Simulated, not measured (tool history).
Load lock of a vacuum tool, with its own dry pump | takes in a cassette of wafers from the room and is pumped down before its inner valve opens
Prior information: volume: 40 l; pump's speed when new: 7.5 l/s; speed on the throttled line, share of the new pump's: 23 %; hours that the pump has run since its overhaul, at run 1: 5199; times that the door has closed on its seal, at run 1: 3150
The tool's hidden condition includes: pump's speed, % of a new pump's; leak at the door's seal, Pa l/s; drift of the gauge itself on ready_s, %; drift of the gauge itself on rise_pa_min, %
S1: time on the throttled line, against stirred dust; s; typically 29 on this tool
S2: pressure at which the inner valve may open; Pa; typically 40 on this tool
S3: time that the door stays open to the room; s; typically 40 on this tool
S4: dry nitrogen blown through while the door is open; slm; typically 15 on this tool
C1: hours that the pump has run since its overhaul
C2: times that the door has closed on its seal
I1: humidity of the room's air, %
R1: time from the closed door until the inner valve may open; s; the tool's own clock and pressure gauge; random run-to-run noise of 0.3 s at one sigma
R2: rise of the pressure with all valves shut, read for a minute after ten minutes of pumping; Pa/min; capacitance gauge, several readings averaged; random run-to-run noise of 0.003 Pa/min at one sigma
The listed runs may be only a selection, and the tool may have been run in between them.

{"run": 1, "hour": 0.0, "S1": 29, "S2": 40, "S3": 40, "S4": 15, "C1": 5199, "C2": 3150, "I1": 47, "R1": 66.5, "R2": 0.052}
{"run": 2, "hour": 148.3, "S1": 29, "S2": 40, "S3": 237, "S4": 15, "C1": 5348, "C2": 3341, "I1": 41.7, "R1": 66.6, "R2": 0.11}
{"run": 3, "hour": 236.5, "S1": 29, "S2": 40, "S3": 40, "S4": 41, "C1": 5436, "C2": 3456, "I1": 41.7, "R1": 66.3, "R2": 0.035}
{"run": 4, "hour": 312.6, "S1": 29, "S2": 40, "S3": 40, "S4": 41, "C1": 5512, "C2": 3554, "I1": 44, "R1": 66.8, "R2": 0.034}
{"run": 5, "hour": 455.8, "S1": 14, "S2": 40, "S3": 40, "S4": 15, "C1": 5655, "C2": 3739, "I1": 39.7, "R1": 55.2, "R2": 0.043}
{"run": 6, "hour": 599.7, "S1": 14, "S2": 40, "S3": 40, "S4": 15, "C1": 5799, "C2": 3925, "I1": 42.7, "R1": 55.1, "R2": 0.053}
{"run": 7, "hour": 743.1, "S1": 14, "S2": 40, "S3": 40, "S4": 15, "C1": 5942, "C2": 4111, "I1": 47.2, "R1": 55.4, "R2": 0.06}
{"run": 8, "hour": 869.1, "S1": 14, "S2": 40, "S3": 40, "S4": 15, "C1": 6068, "C2": 4274, "I1": 46.1, "R1": 55.5, "R2": 0.059}
{"run": 9, "hour": 996.1, "S1": 14, "S2": 40, "S3": 40, "S4": 15, "C1": 6195, "C2": 4438, "I1": 41.5, "R1": 55.6, "R2": 0.049}
{"run": 10, "hour": 1158.4, "S1": 31, "S2": 40, "S3": 40, "S4": 31, "C1": 6358, "C2": 4648, "I1": 46.8, "R1": 67.9, "R2": 0.048}
{"run": 11, "hour": 1253.9, "S1": 29, "S2": 40, "S3": 41, "S4": 11, "C1": 6453, "C2": 4772, "I1": 42.8, "R1": 66.8, "R2": 0.057}
{"run": 12, "hour": 1420.7, "S1": 29, "S2": 40, "S3": 41, "S4": 11, "C1": 6620, "C2": 4987, "I1": 45.3, "R1": 66.9, "R2": 0.061}
{"run": 13, "hour": 1509.5, "S1": 29, "S2": 30, "S3": 88, "S4": 8, "C1": 6709, "C2": 5102, "I1": 46.9, "R1": 69.1, "R2": 0.095}
{"run": 14, "hour": 1669.4, "S1": 29, "S2": 30, "S3": 88, "S4": 8, "C1": 6869, "C2": 5309, "I1": 46.6, "R1": 68.2, "R2": 0.097}
{"run": 15, "hour": 1768.6, "S1": 17, "S2": 40, "S3": 136, "S4": 12, "C1": 6968, "C2": 5437, "I1": 45.3, "R1": 58, "R2": 0.103}
{"run": 16, "hour": 1923.7, "S1": 17, "S2": 40, "S3": 136, "S4": 12, "C1": 7123, "C2": 5638, "I1": 43.7, "R1": 58.1, "R2": 0.098}
{"run": 17, "hour": 1993.4, "S1": 29, "S2": 40, "S3": 38, "S4": 15, "C1": 7193, "C2": 5728, "I1": 46.1, "R1": 66.7, "R2": 0.056}

Predict the results of run 18:
{"run": 18, "hour": 2100.0, "S1": 29, "S2": 75, "S3": 38, "S4": 22, "C1": 7299, "C2": 5866, "I1": 45, "R1": "?", "R2": "?"}

Run 18 gave R1 63.9 s, R2 0.048 Pa/min.
Were there no unlogged condition in the tool, this run, its random variation unchanged, would have produced R1 61.3 s, R2 0.041 Pa/min.
